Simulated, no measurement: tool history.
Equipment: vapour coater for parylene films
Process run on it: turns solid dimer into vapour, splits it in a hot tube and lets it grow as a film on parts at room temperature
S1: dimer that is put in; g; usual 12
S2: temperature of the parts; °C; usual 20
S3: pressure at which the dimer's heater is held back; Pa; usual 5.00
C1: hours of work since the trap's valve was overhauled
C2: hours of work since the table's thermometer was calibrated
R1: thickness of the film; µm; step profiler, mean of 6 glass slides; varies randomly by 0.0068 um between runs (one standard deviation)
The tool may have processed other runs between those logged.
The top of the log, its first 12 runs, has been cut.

run 13 hour=596.0 | S1=12 S2=20 S3=7.34 | C1=424 C2=907 | R1=2.431
run 14 hour=659.7 | S1=12 S2=20 S3=7.34 | C1=476 C2=959 | R1=2.419
-- hour=672.1 trap's valve overhauled
run 15 hour=725.0 | S1=12 S2=20 S3=7.34 | C1=43 C2=1009 | R1=2.422
run 16 hour=775.4 | S1=12 S2=15 S3=5.00 | C1=84 C2=1050 | R1=2.850
run 17 hour=841.9 | S1=12 S2=15 S3=5.00 | C1=138 C2=1104 | R1=2.857
run 18 hour=900.8 | S1=6 S2=13 S3=6.45 | C1=186 C2=1152 | R1=1.475
run 19 hour=960.2 | S1=6 S2=13 S3=6.45 | C1=234 C2=1200 | R1=1.473
run 20 hour=1013.6 | S1=6 S2=27 S3=2.44 | C1=278 C2=1243 | R1=1.128
run 21 hour=1058.0 | S1=12 S2=16 S3=10.73 | C1=314 C2=1279 | R1=2.616
run 22 hour=1096.1 | S1=13 S2=16 S3=4.73 | C1=345 C2=1310 | R1=3.032
run 23 hour=1130.2 | S1=9 S2=31 S3=5.48 | C1=372 C2=1338 | R1=1.419
run 24 hour=1193.4 | S1=8 S2=26 S3=11.54 | C1=424 C2=1389 | R1=1.349
run 25 hour=1238.3 | S1=20 S2=23 S3=4.58 | C1=460 C2=1426 | R1=3.942
-- hour=1271.4 trap's valve overhauled
run 26 hour=1271.4 | S1=12 S2=20 S3=8.19 | C1=0 C2=1450 | R1=2.419
run 27 hour=1328.4 | S1=12 S2=20 S3=8.19 | C1=46 C2=1496 | R1=2.423
run 28 hour=1373.9 | S1=17 S2=12 S3=4.07 | C1=83 C2=1533 | R1=4.480
run 29 hour=1414.8 | S1=17 S2=12 S3=4.07 | C1=117 C2=1566 | R1=4.474
run 30 hour=1444.8 | S1=5 S2=26 S3=9.92 | C1=141 C2=1590 | R1=0.851
run 31 hour=1498.9 | S1=5 S2=26 S3=9.92 | C1=185 C2=1634 | R1=0.862
run 32 hour=1558.1 | S1=20 S2=20 S3=10.98 | C1=233 C2=1683 | R1=3.950
run 33 hour=1609.5 | S1=20 S2=20 S3=10.98 | C1=275 C2=1724 | R1=3.969
run 34 hour=1665.0 | S1=9 S2=18 S3=7.05 | C1=320 C2=1769 | R1=1.958

What if the next run were any one of these 5? Each begins from the tool's condition after run 34:
run A hour=1716.4 | S1=12 S2=20 S3=3.83 | C1=362 C2=1811 | R1=?
run B hour=1716.4 | S1=8 S2=17 S3=6.24 | C1=362 C2=1811 | R1=?
run C hour=1716.4 | S1=9 S2=18 S3=2.60 | C1=362 C2=1811 | R1=?
run D hour=1716.4 | S1=12 S2=13 S3=2.97 | C1=362 C2=1811 | R1=?
run E hour=1716.4 | S1=12 S2=14 S3=5.00 | C1=362 C2=1811 | R1=?

run=A R1=2.617
run=B R1=1.792
run=C R1=2.129
run=D R1=3.166
run=E R1=2.964
Stripped of hidden state, with their random variation kept, the same runs would have yielded:
run=A R1=2.556
run=B R1=1.751
run=C R1=2.079
run=D R1=3.093
run=E R1=2.896

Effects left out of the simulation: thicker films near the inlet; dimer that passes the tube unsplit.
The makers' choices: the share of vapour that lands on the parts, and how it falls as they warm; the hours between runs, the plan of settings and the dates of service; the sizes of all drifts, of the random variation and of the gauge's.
